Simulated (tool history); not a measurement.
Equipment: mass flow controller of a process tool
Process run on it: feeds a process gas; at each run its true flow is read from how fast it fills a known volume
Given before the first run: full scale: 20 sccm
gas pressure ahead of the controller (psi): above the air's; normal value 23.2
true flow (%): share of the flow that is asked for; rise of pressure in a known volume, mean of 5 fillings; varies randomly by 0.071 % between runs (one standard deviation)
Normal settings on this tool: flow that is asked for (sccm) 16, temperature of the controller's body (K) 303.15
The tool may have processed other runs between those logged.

run      day  flow that is asked for (sccm)  gas pressure ahead of the controller (psi)  temperature of the controller's body (K)  true flow (%)
  1        0                             16                                        23.2                                    303.15          99.41
  2    4.346                             16                                        32.6                                    303.15          99.07
  3    8.808                             16                                        23.2                                    303.15          99.35
  4   15.529                              4                                        23.2                                    303.15          96.75
  5   18.921                              4                                        23.2                                    303.15          96.72
  6   22.746                             16                                        23.2                                    310.15          99.68
  7     28.3                             16                                        23.2                                    310.15          99.73
  8     33.6                             16                                        23.2                                    303.15          99.27
  9   40.062                              4                                        23.2                                    303.15          96.53
 10   44.125                             16                                          35                                    303.15          98.91
 11   51.562                             16                                          35                                    303.15          98.68
      52.188  -- controller's zero set anew
 12   56.667                              6                                        26.5                                    297.15          95.68
 13   60.346                              6                                        26.5                                    297.15          95.69
 14   65.525                             16                                        20.5                                    298.15          98.47
       68.65  -- controller's zero set anew, once more
 15   68.875                             16                                        32.3                                    305.15          99.72
 16   73.192                              5                                        27.6                                    300.15          99.02
 17   77.996                              5                                        27.6                                    300.15          98.77
 18   83.358                              2                                        38.9                                    300.15          97.98
 19   90.154                              2                                        28.3                                    297.15          97.94
 20     96.2                              4                                        33.5                                    300.15          98.38
 21  101.512                              4                                        33.5                                    300.15          98.18
 22  105.758                              4                                          21                                    297.15          98.56

4 ways to go on from here, each from the tool as it stands after run 22. What would each give?
  A  112.933                             16                                        36.1                                    303.15              ?
  B  112.933                              7                                        23.2                                    303.15              ?
  C  112.933                              6                                        32.6                                    293.15              ?
  D  112.933                             16                                        34.5                                    297.15              ?

run  true flow (%)
  A          99.26
  B          99.16
  C          97.78
  D          98.96
With no hidden state in the tool, these same runs would have given:
run  true flow (%)
  A          99.96
  B         100.04
  C           98.7
  D          99.67
